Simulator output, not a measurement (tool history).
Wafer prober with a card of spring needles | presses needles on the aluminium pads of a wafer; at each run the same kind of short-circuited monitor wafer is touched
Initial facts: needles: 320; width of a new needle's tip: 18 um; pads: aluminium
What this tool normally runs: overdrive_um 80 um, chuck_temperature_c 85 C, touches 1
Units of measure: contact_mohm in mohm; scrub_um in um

run   hour  overdrive_um  chuck_temperature_c  touches  contact_mohm  scrub_um
  1      0            80                   85        1           280     16.57
       4.1  -- tips cleaned on abrasive film
  2   12.8            80                   85        1           278     16.62
  3   26.9            81                   85        1           278     16.86
      28.5  -- tips cleaned on abrasive film
  4   35.5            91                   85        1           275     18.98
  5   47.1            80                   85        1           282     16.72
        53  -- tips cleaned on abrasive film
  6   56.9            80                   85        1           277     16.72
  7     71            80                   85        1           279     16.72
        77  -- tips cleaned on abrasive film
  8   83.4            80                   85        1           281     16.68
  9   89.3            80                   51        1           272     16.79
 10  100.4            80                  123        1           289     16.83
     101.6  -- tips cleaned on abrasive film
 11  110.1            80                   85        3           281     16.85
 12  119.4            80                   85        3           281     16.79
     125.8  -- tips cleaned on abrasive film
 13  126.3            80                   50        1           271     16.87
 14  135.6            86                   85        1           281     18.11
       140  -- height of the first contact set anew
     150.3  -- tips cleaned on abrasive film
 15  150.3            86                   85        1           273     18.18
 16  157.4            81                   85        1           278     17.13
     162.3  -- gauge calibrated
 17  165.8            81                   85        1           278     16.81
 18  173.4            81                   85        2           278     16.84
     174.7  -- tips cleaned on abrasive film
 19  186.3            81                   85        2           281     16.85
 20  193.8            81                   85        3           280     16.78
     199.3  -- tips cleaned on abrasive film
 21  206.8            80                   85        1           281      16.7
 22  220.4            78                   40        2           267      16.3
     223.9  -- tips cleaned on abrasive film
 23  230.8            86                   98        1           283     18.01
 24  242.8            80                   25        1           259     16.67
     248.6  -- tips cleaned on abrasive film
 25    252            67                   39        2           267     14.03
 26  261.9            67                   39        2           270     14.05
 27    268            84                   36        1           266     17.68
     273.2  -- tips cleaned on abrasive film
 28  277.2            84                   36        1           264     17.62
 29  287.5            63                   57        1           277     13.26
     297.3  -- tips cleaned on abrasive film
 30    301            87                   94        1           281     18.33
 31  309.8            63                   85        2           285     13.28
 32  319.5            63                   85        2           285     13.36
     321.9  -- tips cleaned on abrasive film
 33    333            63                   85        2           284     13.33
 34  340.3            83                   41        2           267     17.58

Forecast each of these 4 alternatives for the next run:
       346  -- tips cleaned on abrasive film
  A  349.1            98                   63        2             ?         ?
       346  -- tips cleaned on abrasive film
  B  349.1            80                   51        1             ?         ?
       346  -- tips cleaned on abrasive film
  C  349.1            80                   85        2             ?         ?
       346  -- tips cleaned on abrasive film
  D  349.1            68                   84        2             ?         ?

run  contact_mohm  scrub_um
  A           272     20.78
  B           269     16.99
  C           283     16.95
  D           277      14.4
Had the tool no hidden state, the same runs would have come out as:
run  contact_mohm  scrub_um
  A           272     20.33
  B           269     16.62
  C           283     16.58
  D           276     14.08

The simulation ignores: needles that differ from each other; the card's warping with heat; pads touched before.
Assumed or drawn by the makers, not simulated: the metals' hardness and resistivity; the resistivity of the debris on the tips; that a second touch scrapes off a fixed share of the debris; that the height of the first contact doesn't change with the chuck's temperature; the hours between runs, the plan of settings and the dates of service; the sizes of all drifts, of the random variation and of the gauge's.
